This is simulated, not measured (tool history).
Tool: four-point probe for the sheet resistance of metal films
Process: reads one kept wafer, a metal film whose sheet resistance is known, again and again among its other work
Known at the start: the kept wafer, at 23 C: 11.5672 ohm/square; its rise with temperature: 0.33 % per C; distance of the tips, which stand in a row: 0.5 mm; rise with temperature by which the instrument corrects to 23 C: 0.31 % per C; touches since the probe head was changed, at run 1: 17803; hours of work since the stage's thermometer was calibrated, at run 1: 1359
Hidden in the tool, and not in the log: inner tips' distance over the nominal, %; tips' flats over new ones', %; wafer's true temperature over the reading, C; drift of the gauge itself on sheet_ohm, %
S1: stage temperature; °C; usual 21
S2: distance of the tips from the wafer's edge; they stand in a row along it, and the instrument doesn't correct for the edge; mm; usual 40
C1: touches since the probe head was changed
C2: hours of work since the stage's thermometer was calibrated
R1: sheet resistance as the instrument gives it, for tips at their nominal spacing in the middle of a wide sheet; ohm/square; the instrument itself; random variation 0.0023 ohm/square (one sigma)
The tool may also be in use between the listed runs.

run    hour  S1  S2     C1    C2         R1
  1     0.0  21  40  17803  1359  11.600424
  2    82.6  21  17  19567  1392  11.607157
  3   157.0  20  17  21154  1423  11.603286
  4   205.1  20  17  22182  1442  11.602502
  5   275.4  21  40  23683  1471  11.607546
  6   346.9  21  40  25209  1500  11.606894
  7   403.4  21  40  26415  1523  11.607925
  8   458.9  21  40  27601  1546  11.604742
      468.0  -- stage's thermometer calibrated
  9   534.0  21  40  29194    27  11.598690
 10   618.2  21  40  30992    61  11.603016
 11   680.2  21  40  32315    87  11.605530
 12   744.0  21  29  33678   113  11.606232
 13   787.9  21  29  34614   131  11.610050
 14   840.7  19  10  35742   152  11.616996
 15   886.2  19  68  36714   171  11.603560
      901.7  -- stage's thermometer calibrated, once more
 16   973.1  25   5  38558    29  11.700270
 17  1062.6  21  43  40469    66  11.627481
 18  1131.1  21  43  41931    94  11.627767
 19  1183.8  21  43  43057   115  11.631492
 20  1222.7  21  43  43888   131  11.629239
 21  1314.3  21  22  45843   169  11.637444
 22  1384.2  21  22  47335   197  11.635804
 23  1431.6  26  40  48347   216  11.649298
 24  1519.0  26  40  50213   252  11.649765

Hidden state or all else? Some run-to-run changes of R1, split into what the settings, what came in and random variation would give without the hidden state, and what is left for the hidden state (with any gauge scatter that isn't in both results):
Run 8 -> 9: stage's thermometer calibrated. R1 -0.006052 ohm/square: hidden state -0.001553, all else -0.004499.
Run 15 -> 16: S1 19 -> 25, S2 68 -> 5, stage's thermometer calibrated, once more. R1 +0.096710 ohm/square: hidden state +0.020966, all else +0.075744.
Run 16 -> 17: S1 25 -> 21, S2 5 -> 43. R1 -0.072789 ohm/square: hidden state +0.000552, all else -0.073341.
